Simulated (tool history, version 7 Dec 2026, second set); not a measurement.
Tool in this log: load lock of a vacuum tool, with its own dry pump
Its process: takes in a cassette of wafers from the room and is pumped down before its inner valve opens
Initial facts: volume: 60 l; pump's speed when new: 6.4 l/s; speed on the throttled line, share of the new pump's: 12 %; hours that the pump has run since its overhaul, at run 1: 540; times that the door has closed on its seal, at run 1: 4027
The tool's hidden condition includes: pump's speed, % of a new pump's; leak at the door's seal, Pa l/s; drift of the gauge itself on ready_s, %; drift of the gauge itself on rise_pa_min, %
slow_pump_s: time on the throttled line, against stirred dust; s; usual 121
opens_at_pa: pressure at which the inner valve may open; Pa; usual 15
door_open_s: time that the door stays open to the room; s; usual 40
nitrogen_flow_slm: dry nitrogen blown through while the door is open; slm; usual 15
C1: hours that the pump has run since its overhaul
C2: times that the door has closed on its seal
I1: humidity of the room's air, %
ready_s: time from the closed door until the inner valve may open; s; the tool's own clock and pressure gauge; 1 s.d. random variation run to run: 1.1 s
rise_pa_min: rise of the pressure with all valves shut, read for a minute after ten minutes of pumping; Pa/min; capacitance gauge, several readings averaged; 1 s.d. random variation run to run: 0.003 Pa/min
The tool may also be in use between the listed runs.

Run 1, day 0: usual settings; C1 540; C2 4027; I1 48.1. Result: ready_s 190.6 s, rise_pa_min 0.052 Pa/min.
Run 2, day 5.454: usual settings but opens_at_pa 14 Pa; C1 671; C2 4237; I1 45.2. Result: ready_s 192.1 s, rise_pa_min 0.049 Pa/min.
Run 3, day 9.621: usual settings but opens_at_pa 14 Pa; C1 771; C2 4398; I1 43.7. Result: ready_s 192 s, rise_pa_min 0.054 Pa/min.
Run 4, day 13.533: usual settings but opens_at_pa 14 Pa; C1 865; C2 4549; I1 48.1. Result: ready_s 190.1 s, rise_pa_min 0.055 Pa/min.
Run 5, day 18.125: usual settings; C1 975; C2 4727; I1 42.9. Result: ready_s 191.2 s, rise_pa_min 0.061 Pa/min.
Run 6, day 22.046: usual settings; C1 1069; C2 4878; I1 47.3. Result: ready_s 191.3 s, rise_pa_min 0.055 Pa/min.
Run 7, day 26.696: usual settings; C1 1181; C2 5058; I1 44.9. Result: ready_s 190.5 s, rise_pa_min 0.056 Pa/min.
Run 8, day 31.604: usual settings; C1 1299; C2 5248; I1 40.1. Result: ready_s 193.2 s, rise_pa_min 0.058 Pa/min.
Run 9, day 34.775: usual settings; C1 1375; C2 5370; I1 45.8. Result: ready_s 192.2 s, rise_pa_min 0.059 Pa/min.
Run 10, day 40.383: usual settings; C1 1509; C2 5587; I1 47.9. Result: ready_s 194.6 s, rise_pa_min 0.06 Pa/min.
Run 11, day 45.038: usual settings; C1 1621; C2 5767; I1 44.8. Result: ready_s 191 s, rise_pa_min 0.062 Pa/min.
Run 12, day 49.588: usual settings; C1 1730; C2 5943; I1 43.6. Result: ready_s 192.7 s, rise_pa_min 0.064 Pa/min.
Run 13, day 53.542: usual settings but slow_pump_s 120 s, opens_at_pa 28 Pa, door_open_s 74 s, nitrogen_flow_slm 29 slm; C1 1825; C2 6095; I1 45.1. Result: ready_s 183.3 s, rise_pa_min 0.061 Pa/min.
Run 14, day 58.3: usual settings but slow_pump_s 162 s, opens_at_pa 13 Pa, door_open_s 59 s, nitrogen_flow_slm 7 slm; C1 1939; C2 6279; I1 41.7. Result: ready_s 231 s, rise_pa_min 0.084 Pa/min.
Run 15, day 63.912: usual settings but slow_pump_s 162 s, opens_at_pa 11 Pa, door_open_s 59 s, nitrogen_flow_slm 5 slm; C1 2074; C2 6496; I1 44.3. Result: ready_s 230.9 s, rise_pa_min 0.089 Pa/min.
Run 16, day 67.188: usual settings but slow_pump_s 84 s, opens_at_pa 28 Pa, door_open_s 69 s, nitrogen_flow_slm 10 slm; C1 2153; C2 6623; I1 44.9. Result: ready_s 152.6 s, rise_pa_min 0.085 Pa/min.
Run 17, day 70.171: usual settings but slow_pump_s 184 s, opens_at_pa 20 Pa, door_open_s 69 s, nitrogen_flow_slm 10 slm; C1 2224; C2 6738; I1 43.5. Result: ready_s 243.2 s, rise_pa_min 0.086 Pa/min.
Run 18, day 75.783: usual settings but slow_pump_s 119 s, opens_at_pa 13 Pa, door_open_s 69 s, nitrogen_flow_slm 14 slm; C1 2359; C2 6955; I1 45.1. Result: ready_s 191.1 s, rise_pa_min 0.084 Pa/min.
Run 19, day 80.804: usual settings but slow_pump_s 119 s, opens_at_pa 13 Pa, door_open_s 160 s, nitrogen_flow_slm 11 slm; C1 2479; C2 7149; I1 44.6. Result: ready_s 193.2 s, rise_pa_min 0.123 Pa/min.
Run 20, day 85.675: usual settings but slow_pump_s 119 s, opens_at_pa 13 Pa, door_open_s 160 s, nitrogen_flow_slm 11 slm; C1 2596; C2 7337; I1 48.9. Result: ready_s 192.3 s, rise_pa_min 0.129 Pa/min.
Run 21, day 89.117: usual settings but slow_pump_s 72 s, opens_at_pa 10 Pa, door_open_s 33 s; C1 2679; C2 7470; I1 42.3. Result: ready_s 154.6 s, rise_pa_min 0.065 Pa/min.
Run 22, day 92.8: usual settings but door_open_s 36 s, nitrogen_flow_slm 4 slm; C1 2767; C2 7613; I1 42.7. Result: ready_s 192.8 s, rise_pa_min 0.086 Pa/min.

Predict each of these 4 candidate next runs independently; none follows another, all start after run 22:
Run A, day 98.212: usual settings but opens_at_pa 27 Pa, nitrogen_flow_slm 21 slm; C1 2897; C2 7822; I1 42.8. Result: ready_s ?, rise_pa_min ?.
Run B, day 98.212: usual settings but slow_pump_s 115 s, opens_at_pa 18 Pa, door_open_s 36 s, nitrogen_flow_slm 6 slm; C1 2897; C2 7822; I1 44.8. Result: ready_s ?, rise_pa_min ?.
Run C, day 98.212: usual settings but opens_at_pa 26 Pa, door_open_s 36 s, nitrogen_flow_slm 4 slm; C1 2897; C2 7822; I1 41.9. Result: ready_s ?, rise_pa_min ?.
Run D, day 98.212: usual settings but slow_pump_s 82 s, door_open_s 67 s, nitrogen_flow_slm 18 slm; C1 2897; C2 7822; I1 46.3. Result: ready_s ?, rise_pa_min ?.

run  ready_s  rise_pa_min
  A      187        0.065
  B    187.3        0.084
  C    187.5        0.081
  D    159.8        0.082
Without the tool's hidden state the same runs would have given:
run  ready_s  rise_pa_min
  A    183.9        0.033
  B    183.9        0.051
  C    184.3        0.048
  D    156.1        0.049

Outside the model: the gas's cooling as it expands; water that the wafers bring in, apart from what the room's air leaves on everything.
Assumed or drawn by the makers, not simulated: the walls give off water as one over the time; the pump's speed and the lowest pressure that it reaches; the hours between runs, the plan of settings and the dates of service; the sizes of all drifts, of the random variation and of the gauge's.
